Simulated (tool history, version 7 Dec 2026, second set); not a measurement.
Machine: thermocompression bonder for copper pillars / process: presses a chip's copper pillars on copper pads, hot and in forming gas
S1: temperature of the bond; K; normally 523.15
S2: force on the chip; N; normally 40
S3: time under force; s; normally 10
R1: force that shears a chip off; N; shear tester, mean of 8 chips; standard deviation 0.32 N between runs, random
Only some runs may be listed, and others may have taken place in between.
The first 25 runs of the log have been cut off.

run,hour,S1,S2,S3,R1
26,1399.5,551.15,40,21,121.3
# hour 1444.5: forming gas filter changed
27,1451.9,517.15,55,21,117.2
28,1490.7,553.15,26,10,83
29,1524.6,503.15,54,7,80.5
30,1588.7,533.15,40,6,83.4
31,1648.6,506.15,40,6,60.3
32,1706.3,524.15,40,7,79.7
33,1763.7,524.15,40,7,78.8
# hour 1838.4: heater calibrated with a thermocouple chip
34,1842.5,525.15,37,7,74.6
35,1895.4,495.15,40,13,67.7
# hour 1913.8: forming gas filter changed
36,1944,522.15,40,6,73.2
37,1999.4,509.15,40,25,96.7
38,2078.9,502.15,40,25,90.4
39,2158.3,504.15,56,15,101.2
40,2234.1,543.15,27,8,71.5

Alternative continuations, all from the tool just after run 40; predict every row:
A,2295.6,526.15,53,8,?
B,2295.6,495.15,40,10,?
C,2295.6,508.15,40,10,?

run,R1
A,102.2
B,61.5
C,73.4
Take away the tool's hidden state, keep each run's random variation, and the runs would have read:
run,R1
A,102.5
B,61.7
C,73.7
